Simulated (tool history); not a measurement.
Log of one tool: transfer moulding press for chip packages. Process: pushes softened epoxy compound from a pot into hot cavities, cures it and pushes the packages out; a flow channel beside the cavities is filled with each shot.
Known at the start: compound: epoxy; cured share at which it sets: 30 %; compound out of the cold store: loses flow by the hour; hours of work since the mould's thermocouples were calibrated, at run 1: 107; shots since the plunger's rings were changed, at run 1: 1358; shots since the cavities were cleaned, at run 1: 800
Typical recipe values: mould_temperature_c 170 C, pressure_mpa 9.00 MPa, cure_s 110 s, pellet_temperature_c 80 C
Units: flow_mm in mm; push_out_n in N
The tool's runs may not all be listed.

| run | hour | mould_temperature_c | pressure_mpa | cure_s | pellet_temperature_c | hours of work since the mould's thermocouples were calibrated | shots since the plunger's rings were changed | shots since the cavities were cleaned | incoming compound's hours out of the cold store | flow_mm | push_out_n |
|---|---|---|---|---|---|---|---|---|---|---|---|
| 1 | 0.0 | 170 | 9.00 | 110 | 80 | 107 | 1358 | 800 | 27.3 | 850 | 255 |
|  | 28.9 | cavities cleaned with cleaning compound and waxed |
| 2 | 61.2 | 170 | 9.00 | 110 | 80 | 151 | 2154 | 430 | 22.5 | 861 | 261 |
| 3 | 105.1 | 170 | 9.00 | 110 | 87 | 183 | 2739 | 1015 | 12.6 | 876 | 267 |
|  | 115.7 | cavities cleaned with cleaning compound and waxed |
|  | 141.8 | plunger's sealing rings changed |
| 4 | 141.8 | 170 | 9.00 | 110 | 87 | 208 | 0 | 315 | 19.6 | 882 | 264 |
| 5 | 176.8 | 170 | 9.00 | 110 | 73 | 234 | 467 | 782 | 33.9 | 838 | 261 |
|  | 205.3 | cavities cleaned with cleaning compound and waxed |
| 6 | 208.6 | 170 | 9.00 | 110 | 73 | 256 | 871 | 45 | 31.1 | 846 | 248 |
| 7 | 244.8 | 170 | 9.00 | 110 | 73 | 283 | 1353 | 527 | 40.6 | 826 | 267 |
|  | 291.6 | cavities cleaned with cleaning compound and waxed |
| 8 | 305.3 | 170 | 9.00 | 110 | 73 | 327 | 2139 | 183 | 22.1 | 872 | 269 |
|  | 378.9 | cavities cleaned with cleaning compound and waxed |
| 9 | 378.9 | 170 | 9.00 | 110 | 73 | 380 | 3101 | 0 | 46.5 | 810 | 259 |
|  | 387.9 | plunger's sealing rings changed |
| 10 | 439.4 | 170 | 7.24 | 113 | 71 | 423 | 687 | 774 | 40.5 | 741 | 250 |
|  | 468.5 | cavities cleaned with cleaning compound and waxed |
| 11 | 505.8 | 175 | 7.27 | 102 | 76 | 471 | 1551 | 496 | 11.3 | 793 | 261 |
|  | 559.5 | cavities cleaned with cleaning compound and waxed |
| 12 | 572.0 | 167 | 9.00 | 113 | 80 | 519 | 2414 | 166 | 10.8 | 897 | 297 |
|  | 599.0 | mould's thermocouples calibrated |
| 13 | 626.7 | 174 | 9.00 | 113 | 86 | 21 | 3117 | 869 | 29.0 | 838 | 237 |
|  | 632.9 | plunger's sealing rings changed |
|  | 649.9 | cavities cleaned with cleaning compound and waxed |
| 14 | 698.8 | 172 | 6.80 | 94 | 86 | 71 | 859 | 652 | 16.3 | 756 | 295 |

4 ways to go on from here, each from the tool as it stands after run 14. What would each give?
|  | 736.9 | cavities cleaned with cleaning compound and waxed |
| A | 756.3 | 175 | 7.47 | 94 | 86 | 113 | 1606 | 259 | 32.7 | ? | ? |
|  | 736.9 | cavities cleaned with cleaning compound and waxed |
| B | 756.3 | 172 | 10.75 | 94 | 87 | 113 | 1606 | 259 | 25.7 | ? | ? |
|  | 736.9 | cavities cleaned with cleaning compound and waxed |
| C | 756.3 | 172 | 6.80 | 102 | 86 | 113 | 1606 | 259 | 37.1 | ? | ? |
|  | 736.9 | cavities cleaned with cleaning compound and waxed |
| D | 756.3 | 170 | 9.00 | 140 | 80 | 113 | 1606 | 259 | 12.5 | ? | ? |

| run | flow_mm | push_out_n |
|---|---|---|
| A | 757 | 271 |
| B | 921 | 284 |
| C | 718 | 258 |
| D | 896 | 229 |
What these runs would have given with no unlogged condition in the tool:
| run | flow_mm | push_out_n |
|---|---|---|
| A | 757 | 269 |
| B | 922 | 283 |
| C | 718 | 257 |
| D | 896 | 228 |
